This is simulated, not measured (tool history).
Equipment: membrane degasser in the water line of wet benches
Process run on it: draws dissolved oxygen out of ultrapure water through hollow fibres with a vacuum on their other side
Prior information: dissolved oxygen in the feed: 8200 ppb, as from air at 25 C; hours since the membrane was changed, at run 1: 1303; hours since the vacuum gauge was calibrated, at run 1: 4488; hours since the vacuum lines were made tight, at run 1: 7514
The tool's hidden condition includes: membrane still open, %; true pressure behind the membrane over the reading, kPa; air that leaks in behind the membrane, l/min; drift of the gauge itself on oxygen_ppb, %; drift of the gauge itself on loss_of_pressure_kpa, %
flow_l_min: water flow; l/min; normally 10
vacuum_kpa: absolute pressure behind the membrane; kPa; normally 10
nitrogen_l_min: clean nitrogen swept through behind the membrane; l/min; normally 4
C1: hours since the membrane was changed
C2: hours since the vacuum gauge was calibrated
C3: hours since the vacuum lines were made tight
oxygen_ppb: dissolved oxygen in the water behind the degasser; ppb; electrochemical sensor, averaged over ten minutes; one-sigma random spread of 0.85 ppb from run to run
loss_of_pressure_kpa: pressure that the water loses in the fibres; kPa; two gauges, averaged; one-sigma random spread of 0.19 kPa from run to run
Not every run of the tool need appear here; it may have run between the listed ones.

Run 1, hour 0: usual settings; C1 1303; C2 4488; C3 7514. Result: oxygen_ppb 84.9 ppb, loss_of_pressure_kpa 36.57 kPa.
Run 2, hour 63.4: usual settings but vacuum_kpa 10.8 kPa; C1 1366; C2 4552; C3 7578. Result: oxygen_ppb 87.4 ppb, loss_of_pressure_kpa 36.75 kPa.
Run 3, hour 121.7: usual settings but vacuum_kpa 10.8 kPa; C1 1424; C2 4610; C3 7636. Result: oxygen_ppb 86.7 ppb, loss_of_pressure_kpa 36.34 kPa.
Run 4, hour 212.7: usual settings; C1 1515; C2 4701; C3 7727. Result: oxygen_ppb 81.9 ppb, loss_of_pressure_kpa 36.53 kPa.
Run 5, hour 318.6: usual settings but vacuum_kpa 10.3 kPa; C1 1621; C2 4807; C3 7833. Result: oxygen_ppb 83.6 ppb, loss_of_pressure_kpa 36.59 kPa.
Run 6, hour 425: usual settings; C1 1728; C2 4913; C3 7939. Result: oxygen_ppb 82.4 ppb, loss_of_pressure_kpa 36.63 kPa.
Run 7, hour 515.8: usual settings; C1 1819; C2 5004; C3 8030. Result: oxygen_ppb 82.4 ppb, loss_of_pressure_kpa 36.85 kPa.
Run 8, hour 637.1: usual settings but nitrogen_l_min 5.31 l/min; C1 1940; C2 5125; C3 8151. Result: oxygen_ppb 73.5 ppb, loss_of_pressure_kpa 36.76 kPa.
Run 9, hour 705.6: usual settings but nitrogen_l_min 5.31 l/min; C1 2008; C2 5194; C3 8220. Result: oxygen_ppb 71.5 ppb, loss_of_pressure_kpa 36.45 kPa.
Run 10, hour 792.1: usual settings but nitrogen_l_min 5.31 l/min; C1 2095; C2 5280; C3 8306. Result: oxygen_ppb 73.2 ppb, loss_of_pressure_kpa 36.61 kPa.
Run 11, hour 900.3: usual settings but nitrogen_l_min 3.17 l/min; C1 2203; C2 5389; C3 8415. Result: oxygen_ppb 94.8 ppb, loss_of_pressure_kpa 36.72 kPa.
Run 12, hour 985.6: usual settings but nitrogen_l_min 7.87 l/min; C1 2288; C2 5474; C3 8500. Result: oxygen_ppb 61.9 ppb, loss_of_pressure_kpa 36.51 kPa.
Run 13, hour 1093.8: usual settings; C1 2397; C2 5582; C3 8608. Result: oxygen_ppb 83.6 ppb, loss_of_pressure_kpa 37.04 kPa.
Run 14, hour 1208.4: usual settings; C1 2511; C2 5697; C3 8723. Result: oxygen_ppb 82.9 ppb, loss_of_pressure_kpa 36.7 kPa.
Run 15, hour 1293.8: usual settings but nitrogen_l_min 8.16 l/min; C1 2597; C2 5782; C3 8808. Result: oxygen_ppb 61.9 ppb, loss_of_pressure_kpa 36.92 kPa.
Run 16, hour 1366.7: usual settings but nitrogen_l_min 9.82 l/min; C1 2669; C2 5855; C3 8881. Result: oxygen_ppb 57.9 ppb, loss_of_pressure_kpa 36.74 kPa.
Run 17, hour 1475.6: usual settings but nitrogen_l_min 9.82 l/min; C1 2778; C2 5964; C3 8990. Result: oxygen_ppb 58.3 ppb, loss_of_pressure_kpa 36.94 kPa.
Run 18, hour 1537.3: usual settings but flow_l_min 9 l/min, vacuum_kpa 12.4 kPa, nitrogen_l_min 10.91 l/min; C1 2840; C2 6025; C3 9052. Result: oxygen_ppb 43.9 ppb, loss_of_pressure_kpa 33.38 kPa.
Run 19, hour 1606.1: usual settings but flow_l_min 9 l/min, vacuum_kpa 12.4 kPa, nitrogen_l_min 10.91 l/min; C1 2909; C2 6094; C3 9120. Result: oxygen_ppb 43.4 ppb, loss_of_pressure_kpa 32.98 kPa.
Run 20, hour 1696: usual settings but flow_l_min 9 l/min, vacuum_kpa 12.4 kPa, nitrogen_l_min 6.62 l/min; C1 2999; C2 6184; C3 9210. Result: oxygen_ppb 57 ppb, loss_of_pressure_kpa 33.41 kPa.
Run 21, hour 1780.5: usual settings but flow_l_min 12 l/min, vacuum_kpa 11.2 kPa; C1 3083; C2 6269; C3 9295. Result: oxygen_ppb 144.2 ppb, loss_of_pressure_kpa 43.85 kPa.
Run 22, hour 1900.6: usual settings but flow_l_min 12 l/min, vacuum_kpa 11.2 kPa; C1 3203; C2 6389; C3 9415. Result: oxygen_ppb 148.2 ppb, loss_of_pressure_kpa 44.02 kPa.
Run 23, hour 1958.3: usual settings but flow_l_min 12 l/min, vacuum_kpa 11.2 kPa; C1 3261; C2 6447; C3 9473. Result: oxygen_ppb 147.2 ppb, loss_of_pressure_kpa 44.28 kPa.
Run 24, hour 2079.8: usual settings but flow_l_min 12 l/min, vacuum_kpa 11.2 kPa; C1 3383; C2 6568; C3 9594. Result: oxygen_ppb 147.8 ppb, loss_of_pressure_kpa 44.34 kPa.
Run 25, hour 2202: usual settings but flow_l_min 14 l/min, vacuum_kpa 6.6 kPa, nitrogen_l_min 5.7 l/min; C1 3505; C2 6690; C3 9716. Result: oxygen_ppb 171 ppb, loss_of_pressure_kpa 51.49 kPa.
Run 26, hour 2276.9: usual settings but flow_l_min 14 l/min, vacuum_kpa 10.9 kPa, nitrogen_l_min 5.7 l/min; C1 3580; C2 6765; C3 9791. Result: oxygen_ppb 196.7 ppb, loss_of_pressure_kpa 51.91 kPa.
Run 27, hour 2356.4: usual settings but flow_l_min 14 l/min, vacuum_kpa 10.9 kPa, nitrogen_l_min 5.7 l/min; C1 3659; C2 6845; C3 9871. Result: oxygen_ppb 197.4 ppb, loss_of_pressure_kpa 51.57 kPa.
Run 28, hour 2435.7: usual settings but flow_l_min 7 l/min, vacuum_kpa 16.6 kPa, nitrogen_l_min 8.57 l/min; C1 3739; C2 6924; C3 9950. Result: oxygen_ppb 35 ppb, loss_of_pressure_kpa 25.5 kPa.
Run 29, hour 2523.6: usual settings but flow_l_min 7 l/min, vacuum_kpa 12.8 kPa, nitrogen_l_min 4.76 l/min; C1 3826; C2 7012; C3 10038. Result: oxygen_ppb 43.8 ppb, loss_of_pressure_kpa 25.8 kPa.
Run 30, hour 2575.7: usual settings but flow_l_min 6 l/min, vacuum_kpa 18.8 kPa, nitrogen_l_min 6.28 l/min; C1 3878; C2 7064; C3 10090. Result: oxygen_ppb 40.9 ppb, loss_of_pressure_kpa 22.05 kPa.

For some of the steps in oxygen_ppb from one run to the next: how much would appear even if the tool had no hidden state, given the settings, what came in and random variation, and how much remains for the hidden state plus any gauge scatter that the measured result and the result without hidden state don't share?
Run 11 -> 12: nitrogen_l_min 3.17 -> 7.87. oxygen_ppb -32.9 ppb: hidden state -1.6, all else -31.3.
Run 20 -> 21: flow_l_min 9 -> 12, vacuum_kpa 12.4 -> 11.2, nitrogen_l_min 6.62 -> 4. oxygen_ppb +87.2 ppb: hidden state +3.7, all else +83.5.
Run 27 -> 28: flow_l_min 14 -> 7, vacuum_kpa 10.9 -> 16.6, nitrogen_l_min 5.7 -> 8.57. oxygen_ppb -162.4 ppb: hidden state -7.1, all else -155.3.
